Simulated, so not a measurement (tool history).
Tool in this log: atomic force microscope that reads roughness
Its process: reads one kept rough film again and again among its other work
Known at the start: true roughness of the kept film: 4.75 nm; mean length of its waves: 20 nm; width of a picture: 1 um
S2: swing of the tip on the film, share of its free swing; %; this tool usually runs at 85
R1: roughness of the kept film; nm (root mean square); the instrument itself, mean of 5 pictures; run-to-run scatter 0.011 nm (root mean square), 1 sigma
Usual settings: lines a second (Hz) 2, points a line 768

{"run": 1, "day": 0.0, "lines a second (Hz)": 2, "S2": 85, "points a line": 768, "R1": 2.177}
{"run": 2, "day": 0.371, "lines a second (Hz)": 2, "S2": 85, "points a line": 768, "R1": 2.142}
{"run": 3, "day": 0.688, "lines a second (Hz)": 2, "S2": 85, "points a line": 768, "R1": 2.141}
{"run": 4, "day": 0.95, "lines a second (Hz)": 2, "S2": 85, "points a line": 768, "R1": 2.126}
{"run": 5, "day": 1.367, "lines a second (Hz)": 2, "S2": 85, "points a line": 768, "R1": 2.08}
{"run": 6, "day": 1.725, "lines a second (Hz)": 2, "S2": 85, "points a line": 768, "R1": 2.054}
{"run": 7, "day": 2.129, "lines a second (Hz)": 2, "S2": 85, "points a line": 768, "R1": 2.048}
{"run": 8, "day": 2.392, "lines a second (Hz)": 2, "S2": 85, "points a line": 768, "R1": 2.008}
{"run": 9, "day": 2.642, "lines a second (Hz)": 2, "S2": 85, "points a line": 768, "R1": 1.994}
{"run": 10, "day": 2.942, "lines a second (Hz)": 2, "S2": 85, "points a line": 768, "R1": 1.997}
{"run": 11, "day": 3.254, "lines a second (Hz)": 2, "S2": 85, "points a line": 768, "R1": 1.973}
{"run": 12, "day": 3.554, "lines a second (Hz)": 2, "S2": 85, "points a line": 768, "R1": 1.956}
{"run": 13, "day": 3.8, "lines a second (Hz)": 2, "S2": 85, "points a line": 768, "R1": 1.956}
{"run": 14, "day": 4.158, "lines a second (Hz)": 2, "S2": 85, "points a line": 768, "R1": 1.916}
{"run": 15, "day": 4.579, "lines a second (Hz)": 2, "S2": 85, "points a line": 768, "R1": 1.884}
{"run": 16, "day": 4.879, "lines a second (Hz)": 2, "S2": 85, "points a line": 768, "R1": 1.881}
{"day": 4.971, "done": "new tip fitted"}
{"run": 17, "day": 5.258, "lines a second (Hz)": 1.74, "S2": 85, "points a line": 768, "R1": 2.545}
{"run": 18, "day": 5.55, "lines a second (Hz)": 1.74, "S2": 85, "points a line": 768, "R1": 2.543}
{"run": 19, "day": 5.754, "lines a second (Hz)": 2, "S2": 85, "points a line": 768, "R1": 2.44}
{"run": 20, "day": 6.096, "lines a second (Hz)": 2, "S2": 90, "points a line": 410, "R1": 2.255}
{"run": 21, "day": 6.304, "lines a second (Hz)": 0.74, "S2": 55, "points a line": 410, "R1": 2.93}
{"run": 22, "day": 6.542, "lines a second (Hz)": 0.74, "S2": 55, "points a line": 410, "R1": 2.898}
{"run": 23, "day": 6.883, "lines a second (Hz)": 0.74, "S2": 55, "points a line": 623, "R1": 2.887}
{"run": 24, "day": 7.25, "lines a second (Hz)": 0.67, "S2": 58, "points a line": 476, "R1": 2.851}
{"run": 25, "day": 7.662, "lines a second (Hz)": 0.67, "S2": 58, "points a line": 476, "R1": 2.818}
{"run": 26, "day": 7.983, "lines a second (Hz)": 0.67, "S2": 58, "points a line": 476, "R1": 2.786}
{"run": 27, "day": 8.238, "lines a second (Hz)": 0.9, "S2": 85, "points a line": 345, "R1": 2.491}
{"run": 28, "day": 8.517, "lines a second (Hz)": 1.22, "S2": 90, "points a line": 280, "R1": 2.275}
{"run": 29, "day": 8.938, "lines a second (Hz)": 1.22, "S2": 90, "points a line": 280, "R1": 2.249}
{"run": 30, "day": 9.242, "lines a second (Hz)": 1.22, "S2": 90, "points a line": 709, "R1": 2.289}
{"run": 31, "day": 9.529, "lines a second (Hz)": 1.22, "S2": 90, "points a line": 709, "R1": 2.264}
{"run": 32, "day": 9.917, "lines a second (Hz)": 2, "S2": 64, "points a line": 907, "R1": 2.485}
{"run": 33, "day": 10.196, "lines a second (Hz)": 2, "S2": 81, "points a line": 257, "R1": 2.124}
{"run": 34, "day": 10.371, "lines a second (Hz)": 2.86, "S2": 81, "points a line": 512, "R1": 2.028}
{"run": 35, "day": 10.742, "lines a second (Hz)": 3.58, "S2": 64, "points a line": 292, "R1": 2.229}
{"run": 36, "day": 11.058, "lines a second (Hz)": 3.58, "S2": 64, "points a line": 292, "R1": 2.211}
{"run": 37, "day": 11.458, "lines a second (Hz)": 1.84, "S2": 56, "points a line": 457, "R1": 2.416}

Alternative continuations, all from the tool just after run 37; predict every row:
{"run": "A", "day": 11.667, "lines a second (Hz)": 3.01, "S2": 56, "points a line": 568, "R1": "?"}
{"run": "B", "day": 11.667, "lines a second (Hz)": 3.83, "S2": 56, "points a line": 457, "R1": "?"}
{"run": "C", "day": 11.667, "lines a second (Hz)": 0.87, "S2": 85, "points a line": 860, "R1": "?"}
{"run": "D", "day": 11.667, "lines a second (Hz)": 3.62, "S2": 73, "points a line": 418, "R1": "?"}

run=A R1=2.367
run=B R1=2.32
run=C R1=2.291
run=D R1=2.002
With no hidden state in the tool, these same runs would have given:
run=A R1=2.988
run=B R1=2.928
run=C R1=2.892
run=D R1=2.528

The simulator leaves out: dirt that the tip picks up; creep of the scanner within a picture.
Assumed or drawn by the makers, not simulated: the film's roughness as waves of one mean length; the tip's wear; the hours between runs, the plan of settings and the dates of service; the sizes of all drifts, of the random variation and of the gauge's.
